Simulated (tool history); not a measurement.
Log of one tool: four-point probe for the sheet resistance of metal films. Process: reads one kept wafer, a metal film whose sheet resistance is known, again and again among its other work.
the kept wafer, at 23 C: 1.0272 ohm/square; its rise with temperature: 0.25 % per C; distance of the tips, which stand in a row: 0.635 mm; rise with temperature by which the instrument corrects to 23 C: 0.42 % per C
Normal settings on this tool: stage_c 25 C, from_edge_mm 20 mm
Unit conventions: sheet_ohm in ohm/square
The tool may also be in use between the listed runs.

run 1 hour=0.0 | stage_c=25 from_edge_mm=20 | sheet_ohm=1.024798
run 2 hour=18.6 | stage_c=25 from_edge_mm=20 | sheet_ohm=1.024695
run 3 hour=33.4 | stage_c=25 from_edge_mm=3 | sheet_ohm=1.047810
run 4 hour=44.6 | stage_c=19 from_edge_mm=20 | sheet_ohm=1.035000
run 5 hour=67.8 | stage_c=19 from_edge_mm=20 | sheet_ohm=1.034883
run 6 hour=86.4 | stage_c=19 from_edge_mm=20 | sheet_ohm=1.034859
run 7 hour=111.3 | stage_c=19 from_edge_mm=20 | sheet_ohm=1.034885
run 8 hour=130.7 | stage_c=19 from_edge_mm=20 | sheet_ohm=1.034621
run 9 hour=146.0 | stage_c=28 from_edge_mm=20 | sheet_ohm=1.019591
run 10 hour=158.1 | stage_c=28 from_edge_mm=20 | sheet_ohm=1.019683
run 11 hour=168.4 | stage_c=28 from_edge_mm=20 | sheet_ohm=1.019511
-- hour=173.8 new probe head fitted
run 12 hour=180.5 | stage_c=28 from_edge_mm=20 | sheet_ohm=1.019357
run 13 hour=201.7 | stage_c=28 from_edge_mm=20 | sheet_ohm=1.019753
run 14 hour=219.9 | stage_c=28 from_edge_mm=20 | sheet_ohm=1.019329
run 15 hour=239.0 | stage_c=25 from_edge_mm=20 | sheet_ohm=1.024479
run 16 hour=254.0 | stage_c=25 from_edge_mm=20 | sheet_ohm=1.024528
run 17 hour=270.6 | stage_c=25 from_edge_mm=20 | sheet_ohm=1.024528
run 18 hour=283.2 | stage_c=25 from_edge_mm=20 | sheet_ohm=1.024547
run 19 hour=302.6 | stage_c=25 from_edge_mm=20 | sheet_ohm=1.024353
run 20 hour=316.1 | stage_c=25 from_edge_mm=20 | sheet_ohm=1.024676
run 21 hour=331.9 | stage_c=25 from_edge_mm=20 | sheet_ohm=1.024020
run 22 hour=346.6 | stage_c=25 from_edge_mm=20 | sheet_ohm=1.024265
run 23 hour=368.1 | stage_c=25 from_edge_mm=14 | sheet_ohm=1.025033
run 24 hour=391.9 | stage_c=25 from_edge_mm=72 | sheet_ohm=1.023909
run 25 hour=416.8 | stage_c=24 from_edge_mm=26 | sheet_ohm=1.025720
run 26 hour=441.5 | stage_c=22 from_edge_mm=23 | sheet_ohm=1.029253
run 27 hour=458.5 | stage_c=30 from_edge_mm=35 | sheet_ohm=1.015673
run 28 hour=471.0 | stage_c=23 from_edge_mm=4 | sheet_ohm=1.040934
run 29 hour=489.9 | stage_c=20 from_edge_mm=33 | sheet_ohm=1.032212
run 30 hour=512.4 | stage_c=25 from_edge_mm=4 | sheet_ohm=1.037941

Run 31 has not been measured yet. What should we expect?
run 31 hour=531.0 | stage_c=25 from_edge_mm=4 | sheet_ohm=?

Run 31 gave sheet_ohm 1.037627 ohm/square.
Without the tool's hidden state the same run would have given sheet_ohm 1.037607 ohm/square.
